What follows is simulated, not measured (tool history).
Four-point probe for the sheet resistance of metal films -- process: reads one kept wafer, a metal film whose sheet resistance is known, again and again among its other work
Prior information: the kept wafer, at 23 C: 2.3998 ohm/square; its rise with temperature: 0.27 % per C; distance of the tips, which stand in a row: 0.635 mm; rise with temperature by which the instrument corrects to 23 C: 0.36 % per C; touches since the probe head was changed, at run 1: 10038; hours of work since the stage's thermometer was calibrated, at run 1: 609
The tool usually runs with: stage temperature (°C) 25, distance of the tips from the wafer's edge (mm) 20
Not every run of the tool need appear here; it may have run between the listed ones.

run	hour	stage temperature (°C)	distance of the tips from the wafer's edge (mm)	touches since the probe head was changed	hours of work since the stage's thermometer was calibrated	sheet resistance as the instrument gives it (ohm/square)
1	0.0	25	20	10038	609	2.397147
2	8.2	25	20	10205	614	2.396755
3	19.5	25	20	10435	621	2.397014
4	27.9	25	20	10605	626	2.397181
5	42.9	25	20	10911	636	2.395585
6	59.1	26	20	11239	646	2.395614
7	66.5	25	20	11392	651	2.397225
8	76.1	25	20	11585	657	2.397612
9	86.2	25	20	11792	663	2.396943
10	98.1	25	20	12033	670	2.396298
11	110.3	25	20	12282	678	2.396230
12	120.6	25	20	12491	685	2.396290
13	132.2	25	20	12727	692	2.397893
14	139.6	25	20	12876	696	2.397056
15	150.6	25	42	13102	703	2.395582
16	162.4	25	42	13340	711	2.396529
17	169.5	25	42	13486	715	2.396216
18	176.2	25	42	13622	720	2.396369
19	184.9	25	61	13798	725	2.396175
20	195.9	25	6	14022	732	2.409797
21	207.3	25	6	14253	739	2.410741
22	218.7	25	6	14486	746	2.410343
23	229.7	20	6	14709	753	2.421901
24	242.5	20	6	14969	761	2.422069
25	253.8	25	13	15200	768	2.399269
26	263.7	25	13	15401	774	2.399315
27	273.7	19	9	15605	781	2.415808
28	286.5	19	9	15865	789	2.416791
29	300.0	25	9	16140	797	2.402192
30	308.8	25	9	16319	803	2.402680
31	322.7	25	9	16601	812	2.401737
32	329.7	25	9	16743	816	2.402386
33	340.7	29	20	16968	823	2.388404
34	354.0	25	8	17238	831	2.404032
35	370.1	25	24	17564	841	2.396709
36	381.2	25	8	17792	848	2.404324
37	392.7	22	60	18024	855	2.403328
38	402.4	22	60	18221	862	2.402391
39	415.5	25	20	18487	870	2.396914

What will run 40 give?
40	424.2	25	20	18664	875	?

{"run 40": {"sheet resistance as the instrument gives it (ohm/square)": 2.397431}}
Minus the tool's unlogged condition, the same run would have read sheet resistance as the instrument gives it (ohm/square) 2.396760.
